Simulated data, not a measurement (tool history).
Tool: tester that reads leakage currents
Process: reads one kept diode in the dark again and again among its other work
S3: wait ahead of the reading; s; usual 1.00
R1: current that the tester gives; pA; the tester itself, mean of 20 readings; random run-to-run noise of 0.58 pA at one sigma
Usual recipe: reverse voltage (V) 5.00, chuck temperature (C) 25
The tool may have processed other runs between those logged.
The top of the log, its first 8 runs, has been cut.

{"run": 9, "hour": 281.8, "reverse voltage (V)": 5.0, "chuck temperature (C)": 25, "S3": 7.46, "R1": 185.68}
{"run": 10, "hour": 324.0, "reverse voltage (V)": 5.0, "chuck temperature (C)": 25, "S3": 3.49, "R1": 185.85}
{"run": 11, "hour": 346.4, "reverse voltage (V)": 5.0, "chuck temperature (C)": 25, "S3": 1.0, "R1": 184.96}
{"run": 12, "hour": 381.1, "reverse voltage (V)": 5.0, "chuck temperature (C)": 25, "S3": 1.0, "R1": 185.92}
{"run": 13, "hour": 424.0, "reverse voltage (V)": 5.0, "chuck temperature (C)": 25, "S3": 1.0, "R1": 185.75}
{"run": 14, "hour": 451.6, "reverse voltage (V)": 5.0, "chuck temperature (C)": 25, "S3": 1.0, "R1": 186.84}
{"run": 15, "hour": 485.3, "reverse voltage (V)": 5.0, "chuck temperature (C)": 25, "S3": 1.0, "R1": 185.31}
{"run": 16, "hour": 531.8, "reverse voltage (V)": 5.0, "chuck temperature (C)": 21, "S3": 1.0, "R1": 133.82}
{"run": 17, "hour": 565.6, "reverse voltage (V)": 5.0, "chuck temperature (C)": 21, "S3": 1.0, "R1": 132.75}
{"run": 18, "hour": 607.9, "reverse voltage (V)": 5.0, "chuck temperature (C)": 21, "S3": 1.0, "R1": 133.43}
{"run": 19, "hour": 645.8, "reverse voltage (V)": 7.94, "chuck temperature (C)": 53, "S3": 1.58, "R1": 1880.76}
{"run": 20, "hour": 686.7, "reverse voltage (V)": 6.9, "chuck temperature (C)": 34, "S3": 4.73, "R1": 432.91}
{"hour": 692.2, "done": "tester calibrated"}
{"run": 21, "hour": 713.1, "reverse voltage (V)": 6.9, "chuck temperature (C)": 34, "S3": 0.57, "R1": 436.81}
{"run": 22, "hour": 740.0, "reverse voltage (V)": 1.67, "chuck temperature (C)": 33, "S3": 1.97, "R1": 218.74}

Run 23, settings as shown, results not yet in. Your forecast:
{"run": 23, "hour": 792.1, "reverse voltage (V)": 1.26, "chuck temperature (C)": 31, "S3": 2.15, "R1": "?"}

{"run 23": {"R1": 165.46}}
With no hidden state in the tool, this same run would have given R1 175.30 pA.
